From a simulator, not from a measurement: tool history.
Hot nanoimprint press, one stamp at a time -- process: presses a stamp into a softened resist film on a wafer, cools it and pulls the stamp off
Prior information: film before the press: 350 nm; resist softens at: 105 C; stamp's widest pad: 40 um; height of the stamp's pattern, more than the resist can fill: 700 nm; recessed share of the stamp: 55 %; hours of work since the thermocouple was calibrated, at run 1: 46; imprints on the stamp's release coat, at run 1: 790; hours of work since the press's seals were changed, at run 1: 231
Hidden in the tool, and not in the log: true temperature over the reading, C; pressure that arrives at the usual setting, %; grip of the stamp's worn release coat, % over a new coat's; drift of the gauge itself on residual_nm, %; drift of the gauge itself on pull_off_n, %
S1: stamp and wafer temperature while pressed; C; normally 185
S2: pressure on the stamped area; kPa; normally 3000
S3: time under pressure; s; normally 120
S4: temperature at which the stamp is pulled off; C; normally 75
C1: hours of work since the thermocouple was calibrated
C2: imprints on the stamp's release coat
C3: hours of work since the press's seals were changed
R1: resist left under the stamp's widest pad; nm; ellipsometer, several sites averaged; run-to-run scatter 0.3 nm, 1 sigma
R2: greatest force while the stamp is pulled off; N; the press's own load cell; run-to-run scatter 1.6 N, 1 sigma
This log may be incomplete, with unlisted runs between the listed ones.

run   hour   S1    S2   S3  S4   C1    C2   C3     R1   R2
  1      0  185  3000  120  75   46   790  231  124.3  194
  2   25.4  185  3000  140  75   57   869  243  116.7  199
  3   51.1  185  3000  120  75   69   949  255  124.8  199
  4   71.5  185  3000  120  75   79  1013  264  124.9  200
  5   86.6  185  3000  120  75   86  1060  271  123.9  199
  6  102.9  185  3000  120  75   93  1111  278    124  199
  7  117.6  185  3000  120  75  100  1156  285    124  204
  8  145.4  185  3000  120  75  113  1243  298  123.4  202
     165.5  -- stamp cleaned and given a new release coat
  9  177.7  184  3000  120  75  125    38  310  129.4  177
 10  201.2  188  3000  120  75  135   111  321  107.9  178
 11  225.8  188  3000  120  75  147   188  332  108.2  179
 12  244.9  185  3000  120  75  155   247  341  123.5  180
 13  262.6  185  3000  120  75  164   303  349  123.1  182
 14  275.1  185  2400  120  75  169   341  355  138.1  183
 15  298.8  185  2400  120  75  180   415  366  137.8  186
 16  318.7  185  2400  120  75  189   477  375  137.2  186
 17    332  185  2400  120  75  196   519  381  137.6  189
 18  352.6  196  2570   82  63  205   583  390   96.4  215
 19    379  196  2570   82  63  217   665  402   96.8  219
 20  404.7  177  2570   95  66  229   745  414  202.3  209
 21  417.3  177  2570   95  66  235   784  420  201.6  214
 22  432.1  177  2850   95  69  241   831  427    193  210
 23  445.8  177  2850   95  69  248   873  433  192.8  206
 24  470.7  178  2990  120  75  259   951  445  166.7  195
 25  492.4  185  3440  120  76  269  1018  455  113.1  198
 26  507.1  183  4300  120  76  276  1064  461  110.5  197
 27  525.5  183  4300  120  76  284  1121  470    110  196
 28  544.3  195  3000  234  75  293  1180  478   59.4  201
 29  556.7  186  3000  120  61  299  1219  484  116.1  234

Below are 5 alternative next runs, each starting from the tool's condition after run 29. Predict each:
     585.8  -- stamp cleaned and given a new release coat
  A  586.1  185  3420  184  76  309   2  495   ?   ?
     585.8  -- stamp cleaned and given a new release coat
  B  586.1  180  4070  120  78  309   2  495   ?   ?
     585.8  -- stamp cleaned and given a new release coat
  C  586.1  177  1940   67  61  309   2  495   ?   ?
     585.8  -- stamp cleaned and given a new release coat
  D  586.1  186  3000  133  61  309   2  495   ?   ?
     585.8  -- stamp cleaned and given a new release coat
  E  586.1  185  4630  120  75  309   2  495   ?   ?

run     R1   R2
  A   95.2  175
  B  130.5  167
  C  245.4  206
  D  111.5  201
  E   96.3  178
With no hidden state in the tool, these same runs would have given:
run     R1   R2
  A   97.5  177
  B  133.3  169
  C  250.8  208
  D  114.3  203
  E   97.8  180

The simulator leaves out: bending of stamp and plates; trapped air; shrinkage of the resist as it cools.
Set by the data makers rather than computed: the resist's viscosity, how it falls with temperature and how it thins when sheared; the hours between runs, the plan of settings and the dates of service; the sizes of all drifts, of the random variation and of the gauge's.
